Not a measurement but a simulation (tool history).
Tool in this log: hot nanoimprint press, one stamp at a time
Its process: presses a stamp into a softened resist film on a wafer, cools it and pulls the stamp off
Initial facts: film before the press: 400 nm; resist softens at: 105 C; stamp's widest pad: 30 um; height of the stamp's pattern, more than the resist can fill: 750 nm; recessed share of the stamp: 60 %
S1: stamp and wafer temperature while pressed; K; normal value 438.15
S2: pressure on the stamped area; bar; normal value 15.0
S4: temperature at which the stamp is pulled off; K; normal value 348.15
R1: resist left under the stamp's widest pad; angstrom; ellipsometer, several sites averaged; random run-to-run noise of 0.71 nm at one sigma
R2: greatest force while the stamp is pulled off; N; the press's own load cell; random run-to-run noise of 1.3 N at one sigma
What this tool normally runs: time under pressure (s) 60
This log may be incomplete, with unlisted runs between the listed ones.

Run 1, hour 0.0: usual settings. Result: R1 1592 angstrom, R2 221 N.
Run 2, hour 13.6: usual settings. Result: R1 1582 angstrom, R2 223 N.
Run 3, hour 22.3: usual settings. Result: R1 1587 angstrom, R2 222 N.
Run 4, hour 32.7: usual settings. Result: R1 1575 angstrom, R2 225 N.
Run 5, hour 38.4: usual settings. Result: R1 1573 angstrom, R2 223 N.
Run 6, hour 49.8: usual settings. Result: R1 1578 angstrom, R2 223 N.
Run 7, hour 62.0: usual settings. Result: R1 1577 angstrom, R2 226 N.
Run 8, hour 74.3: usual settings. Result: R1 1582 angstrom, R2 225 N.
Run 9, hour 85.7: usual settings. Result: R1 1567 angstrom, R2 223 N.
Run 10, hour 92.2: usual settings. Result: R1 1574 angstrom, R2 223 N.
Run 11, hour 104.1: usual settings. Result: R1 1578 angstrom, R2 225 N.
Run 12, hour 115.5: usual settings. Result: R1 1579 angstrom, R2 226 N.
At hour 123.5: stamp cleaned and given a new release coat.
Run 13, hour 134.1: usual settings but S1 428.15 K. Result: R1 2899 angstrom, R2 225 N.
Run 14, hour 143.6: usual settings but S1 434.15 K. Result: R1 2062 angstrom, R2 228 N.
Run 15, hour 153.7: usual settings but S4 335.15 K. Result: R1 1587 angstrom, R2 255 N.
Run 16, hour 160.6: usual settings but S1 436.15 K, S2 17.3 bar, time under pressure (s) 67, S4 340.15 K. Result: R1 1621 angstrom, R2 247 N.
Run 17, hour 166.6: usual settings but S1 430.15 K, S2 16.8 bar, time under pressure (s) 100. Result: R1 2163 angstrom, R2 227 N.
Run 18, hour 179.3: usual settings but S1 447.15 K, S2 10.0 bar, time under pressure (s) 77, S4 333.15 K. Result: R1 935 angstrom, R2 265 N.
Run 19, hour 188.3: usual settings but S1 447.15 K, S2 10.0 bar, time under pressure (s) 77, S4 333.15 K. Result: R1 936 angstrom, R2 265 N.
Run 20, hour 195.1: usual settings but S1 447.15 K, S2 23.1 bar, time under pressure (s) 77, S4 333.15 K. Result: R1 613 angstrom, R2 266 N.
Run 21, hour 204.3: usual settings but S1 433.15 K, S2 20.3 bar, time under pressure (s) 88, S4 340.15 K. Result: R1 1674 angstrom, R2 250 N.
Run 22, hour 214.5: usual settings but S4 353.15 K. Result: R1 1569 angstrom, R2 217 N.
Run 23, hour 228.0: usual settings but S1 448.15 K, S2 11.9 bar, time under pressure (s) 104, S4 334.15 K. Result: R1 704 angstrom, R2 262 N.
Run 24, hour 236.6: usual settings but time under pressure (s) 42. Result: R1 1820 angstrom, R2 227 N.
At hour 246.6: stamp cleaned and given a new release coat.
Run 25, hour 252.6: usual settings but S1 436.15 K, S2 22.5 bar, time under pressure (s) 42. Result: R1 1747 angstrom, R2 229 N.
Run 26, hour 262.1: usual settings but S1 443.15 K, S2 12.4 bar. Result: R1 1236 angstrom, R2 228 N.
At hour 267.9: plate thermocouple calibrated.
Run 27, hour 277.2: usual settings but S1 443.15 K, S2 12.4 bar. Result: R1 1240 angstrom, R2 228 N.
Run 28, hour 289.9: usual settings but S1 446.15 K, time under pressure (s) 63. Result: R1 900 angstrom, R2 230 N.
Run 29, hour 301.6: usual settings but S1 446.15 K, time under pressure (s) 63. Result: R1 895 angstrom, R2 230 N.
Run 30, hour 308.3: usual settings but S2 21.6 bar, time under pressure (s) 95, S4 355.15 K. Result: R1 1090 angstrom, R2 212 N.

Alternative continuations, all from the tool just after run 30; predict every row:
Run A, hour 319.9: usual settings but S1 440.15 K, time under pressure (s) 67, S4 335.15 K. Result: R1 ?, R2 ?.
Run B, hour 319.9: usual settings but time under pressure (s) 110. Result: R1 ?, R2 ?.
Run C, hour 319.9: usual settings but S2 20.5 bar, time under pressure (s) 38, S4 338.15 K. Result: R1 ?, R2 ?.
Run D, hour 319.9: usual settings but S2 21.6 bar, time under pressure (s) 95, S4 335.15 K. Result: R1 ?, R2 ?.

run    R1   R2
  A  1319  260
  B  1211  229
  C  1670  256
  D  1087  262
Take away the tool's hidden state, keep each run's random variation, and the runs would have read:
run    R1   R2
  A  1318  252
  B  1210  222
  C  1669  248
  D  1086  255

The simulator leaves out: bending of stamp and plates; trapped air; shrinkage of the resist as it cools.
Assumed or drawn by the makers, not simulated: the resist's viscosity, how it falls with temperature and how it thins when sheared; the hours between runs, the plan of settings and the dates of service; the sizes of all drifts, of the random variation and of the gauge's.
